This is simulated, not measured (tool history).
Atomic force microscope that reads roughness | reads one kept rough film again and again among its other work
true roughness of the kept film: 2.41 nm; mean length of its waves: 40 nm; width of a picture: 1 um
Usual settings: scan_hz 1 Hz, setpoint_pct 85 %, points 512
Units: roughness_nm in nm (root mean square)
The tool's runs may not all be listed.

Run 1, day 0: usual settings. Result: roughness_nm 2.02 nm (root mean square).
Run 2, day 1.496: usual settings. Result: roughness_nm 2.001 nm (root mean square).
Run 3, day 3.183: usual settings but setpoint_pct 83 %. Result: roughness_nm 2.008 nm (root mean square).
Run 4, day 4.358: usual settings but setpoint_pct 83 %. Result: roughness_nm 2.004 nm (root mean square).
Run 5, day 5.542: usual settings. Result: roughness_nm 1.945 nm (root mean square).
Run 6, day 6.542: usual settings. Result: roughness_nm 1.945 nm (root mean square).
At day 7.692: new tip fitted.
Run 7, day 7.988: usual settings. Result: roughness_nm 2.022 nm (root mean square).
Run 8, day 9.796: usual settings. Result: roughness_nm 1.996 nm (root mean square).
Run 9, day 10.692: usual settings. Result: roughness_nm 1.987 nm (root mean square).
Run 10, day 12.192: usual settings but points 328. Result: roughness_nm 1.98 nm (root mean square).
Run 11, day 13.35: usual settings but points 328. Result: roughness_nm 1.952 nm (root mean square).
Run 12, day 15.129: usual settings but points 328. Result: roughness_nm 1.932 nm (root mean square).
At day 15.442: new tip fitted.
Run 13, day 16.467: usual settings but points 328. Result: roughness_nm 1.997 nm (root mean square).
Run 14, day 17.679: usual settings but points 328. Result: roughness_nm 1.985 nm (root mean square).
Run 15, day 18.612: usual settings but points 328. Result: roughness_nm 1.962 nm (root mean square).
Run 16, day 20.558: usual settings but points 328. Result: roughness_nm 1.956 nm (root mean square).
Run 17, day 22.571: usual settings but scan_hz 0.57 Hz, points 369. Result: roughness_nm 2.04 nm (root mean square).
At day 23.175: new tip fitted.
Run 18, day 23.533: usual settings but setpoint_pct 56 %. Result: roughness_nm 2.242 nm (root mean square).
Run 19, day 24.446: usual settings but scan_hz 2.17 Hz, setpoint_pct 60 %, points 527. Result: roughness_nm 2.124 nm (root mean square).
Run 20, day 25.788: usual settings but scan_hz 1.02 Hz, setpoint_pct 90 %, points 457. Result: roughness_nm 1.911 nm (root mean square).
Run 21, day 26.95: usual settings but scan_hz 1.02 Hz, setpoint_pct 90 %, points 457. Result: roughness_nm 1.905 nm (root mean square).
Run 22, day 28.125: usual settings but scan_hz 1.02 Hz, setpoint_pct 90 %, points 457. Result: roughness_nm 1.881 nm (root mean square).
Run 23, day 30.121: usual settings but scan_hz 2.42 Hz, setpoint_pct 66 %, points 462. Result: roughness_nm 1.965 nm (root mean square).
At day 30.892: new tip fitted.
Run 24, day 31.104: usual settings but scan_hz 2.42 Hz, setpoint_pct 66 %, points 462. Result: roughness_nm 2.046 nm (root mean square).
Run 25, day 31.95: usual settings but scan_hz 2.42 Hz, setpoint_pct 66 %, points 462. Result: roughness_nm 2.045 nm (root mean square).
Run 26, day 33.204: usual settings but scan_hz 0.96 Hz, setpoint_pct 57 %, points 494. Result: roughness_nm 2.21 nm (root mean square).
Run 27, day 34.75: usual settings but scan_hz 0.96 Hz, setpoint_pct 57 %, points 494. Result: roughness_nm 2.187 nm (root mean square).
Run 28, day 36.388: usual settings but scan_hz 0.71 Hz, setpoint_pct 82 %. Result: roughness_nm 2.038 nm (root mean square).
Run 29, day 37.296: usual settings but scan_hz 0.98 Hz, setpoint_pct 70 %, points 719. Result: roughness_nm 2.1 nm (root mean square).

Run 30 comes next. What will it give?
At day 38.658: new tip fitted.
Run 30, day 38.883: usual settings but scan_hz 0.98 Hz, setpoint_pct 70 %, points 719. Result: roughness_nm ?.

Run 30 gave roughness_nm 2.146 nm (root mean square).
Without the tool's hidden state the same run would have given roughness_nm 2.193 nm (root mean square).
